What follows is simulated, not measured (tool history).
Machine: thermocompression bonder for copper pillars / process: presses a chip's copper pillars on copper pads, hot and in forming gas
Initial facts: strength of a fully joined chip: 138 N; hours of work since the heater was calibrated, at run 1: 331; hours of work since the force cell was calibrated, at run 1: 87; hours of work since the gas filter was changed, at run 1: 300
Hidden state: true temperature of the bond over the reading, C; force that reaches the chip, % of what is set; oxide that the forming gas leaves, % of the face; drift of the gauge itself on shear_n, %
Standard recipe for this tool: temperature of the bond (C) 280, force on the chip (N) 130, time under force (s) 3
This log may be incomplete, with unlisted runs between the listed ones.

| run | hour | temperature of the bond (C) | force on the chip (N) | time under force (s) | hours of work since the heater was calibrated | hours of work since the force cell was calibrated | hours of work since the gas filter was changed | force that shears a chip off (N) |
|---|---|---|---|---|---|---|---|---|
| 1 | 0 | 280 | 130 | 3 | 331 | 87 | 300 | 90.9 |
| 2 | 9.3 | 298 | 130 | 3 | 336 | 91 | 304 | 103.7 |
| 3 | 20.2 | 280 | 174 | 3 | 341 | 97 | 310 | 102 |
| 4 | 31.9 | 280 | 130 | 3 | 347 | 103 | 316 | 90.7 |
| 5 | 37.5 | 280 | 130 | 3 | 350 | 106 | 318 | 91.3 |
| 6 | 48.9 | 280 | 130 | 3 | 356 | 111 | 324 | 92.3 |
| 7 | 56.5 | 280 | 130 | 3 | 360 | 115 | 328 | 89.3 |
| 8 | 63.7 | 280 | 130 | 3 | 363 | 119 | 332 | 90.2 |
| 9 | 69.6 | 280 | 130 | 3 | 366 | 122 | 335 | 92.4 |
| 10 | 79.7 | 298 | 130 | 3 | 371 | 127 | 340 | 103 |
| 11 | 86 | 280 | 130 | 2 | 374 | 130 | 343 | 80.8 |
| 12 | 94.8 | 280 | 130 | 2 | 379 | 135 | 347 | 82 |
| 13 | 103.9 | 280 | 130 | 2 | 384 | 139 | 352 | 80.5 |
| 14 | 113.6 | 280 | 119 | 3 | 388 | 144 | 357 | 88.4 |
| 15 | 124.4 | 280 | 130 | 3 | 394 | 149 | 362 | 91.3 |
| 16 | 129.4 | 280 | 130 | 3 | 396 | 152 | 365 | 91.9 |
| 17 | 139.1 | 280 | 130 | 3 | 401 | 157 | 370 | 93.2 |
| 18 | 146.1 | 280 | 130 | 3 | 405 | 160 | 373 | 92 |
| 19 | 154 | 280 | 130 | 3 | 409 | 164 | 377 | 91.6 |
| 20 | 163.9 | 280 | 130 | 3 | 414 | 169 | 382 | 90.8 |
| 21 | 171.5 | 280 | 102 | 7 | 418 | 173 | 386 | 103.5 |
| 22 | 178.3 | 270 | 153 | 7 | 421 | 177 | 389 | 109.1 |
| 23 | 186.6 | 275 | 109 | 3 | 425 | 181 | 394 | 80.8 |
| 24 | 192.8 | 275 | 109 | 2 | 428 | 184 | 397 | 71 |
| 25 | 199 | 275 | 109 | 2 | 432 | 187 | 400 | 71.9 |
| 26 | 208.7 | 280 | 147 | 3 | 436 | 192 | 405 | 99.1 |
| 27 | 219.4 | 307 | 85 | 3 | 442 | 197 | 410 | 93 |
| 28 | 230.1 | 255 | 114 | 3 | 447 | 203 | 416 | 67 |
| 29 | 237.1 | 289 | 103 | 2 | 451 | 206 | 419 | 77.3 |
| 30 | 245.7 | 252 | 127 | 2 | 455 | 211 | 423 | 60.1 |
| 31 | 257.3 | 298 | 104 | 2 | 461 | 217 | 429 | 82.7 |
| 32 | 264.4 | 278 | 142 | 2 | 464 | 220 | 433 | 82.7 |
| 33 | 270.1 | 284 | 130 | 3 | 467 | 223 | 436 | 93.5 |
| 34 | 278.6 | 282 | 155 | 2 | 472 | 227 | 440 | 88.1 |
| 35 | 284.7 | 252 | 97 | 2 | 475 | 230 | 443 | 49.9 |
|  | 293.9 | forming gas filter changed |
| 36 | 294.5 | 252 | 97 | 2 | 479 | 235 | 0 | 51.3 |
| 37 | 304 | 252 | 97 | 2 | 484 | 240 | 5 | 51.5 |
| 38 | 315 | 252 | 123 | 6 | 490 | 245 | 11 | 83.3 |
| 39 | 325.6 | 280 | 158 | 3 | 495 | 251 | 16 | 98.9 |

Each row is a separate what-if for the run after 39, all from the same tool condition, not one after another. Results?
| A | 334 | 275 | 85 | 3 | 499 | 255 | 20 | ? |
| B | 334 | 259 | 95 | 3 | 499 | 255 | 20 | ? |
| C | 334 | 288 | 128 | 3 | 499 | 255 | 20 | ? |
| D | 334 | 305 | 127 | 3 | 499 | 255 | 20 | ? |
| E | 334 | 267 | 138 | 2 | 499 | 255 | 20 | ? |

| run | force that shears a chip off (N) |
|---|---|
| A | 71 |
| B | 63.9 |
| C | 96.4 |
| D | 107.2 |
| E | 72.6 |
Without the tool's hidden state the same runs would have given:
| run | force that shears a chip off (N) |
|---|---|
| A | 71.4 |
| B | 64.3 |
| C | 96.8 |
| D | 107.5 |
| E | 73 |
